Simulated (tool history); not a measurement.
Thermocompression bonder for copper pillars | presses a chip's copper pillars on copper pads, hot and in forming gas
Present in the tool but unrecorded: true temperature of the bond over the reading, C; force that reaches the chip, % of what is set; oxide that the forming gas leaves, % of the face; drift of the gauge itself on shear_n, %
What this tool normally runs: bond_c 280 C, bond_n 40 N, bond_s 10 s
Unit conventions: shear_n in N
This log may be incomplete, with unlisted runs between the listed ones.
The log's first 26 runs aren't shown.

run     day  bond_c  bond_n  bond_s  hours of work since the heater was calibrated  hours of work since the force cell was calibrated  hours of work since the gas filter was changed  shear_n
 27  21.004     259      32      17                                            438                                                 24                                             186       72
 28    21.6     260      39      12                                            446                                                 33                                             195     76.4
 29   22.75     260      39      12                                            462                                                 49                                             211     75.6
 30  23.396     260      39      12                                            471                                                 58                                             220     76.4
 31  24.192     307      42      10                                            482                                                 69                                             231    109.5
 32  25.046     307      42      10                                            494                                                 81                                             243    110.2
 33  25.925     258      42       5                                            506                                                 93                                             255       57
 34  26.538     280      37      25                                            515                                                102                                             263    103.2
     27.033  -- forming gas filter changed
 35  27.329     299      31       5                                            526                                                112                                               4     73.8
 36  28.271     309      54      17                                            539                                                125                                              17    146.4
 37  29.346     309      53      13                                            554                                                140                                              32    138.1
     29.858  -- heater calibrated with a thermocouple chip
 38   30.05     280      40      14                                              3                                                149                                              41    113.1

Predict each of these 4 candidate next runs independently; none follows another, all start after run 38:
  A  30.692     285      28       8                                             12                                                158                                              50        ?
  B  30.692     279      52       8                                             12                                                158                                              50        ?
  C  30.692     298      25      10                                             12                                                158                                              50        ?
  D  30.692     257      40      12                                             12                                                158                                              50        ?

run  shear_n
  A     78.1
  B      114
  C     85.5
  D     90.2
What these runs would have given with no unlogged condition in the tool:
run  shear_n
  A     79.6
  B    116.2
  C     87.2
  D     91.8
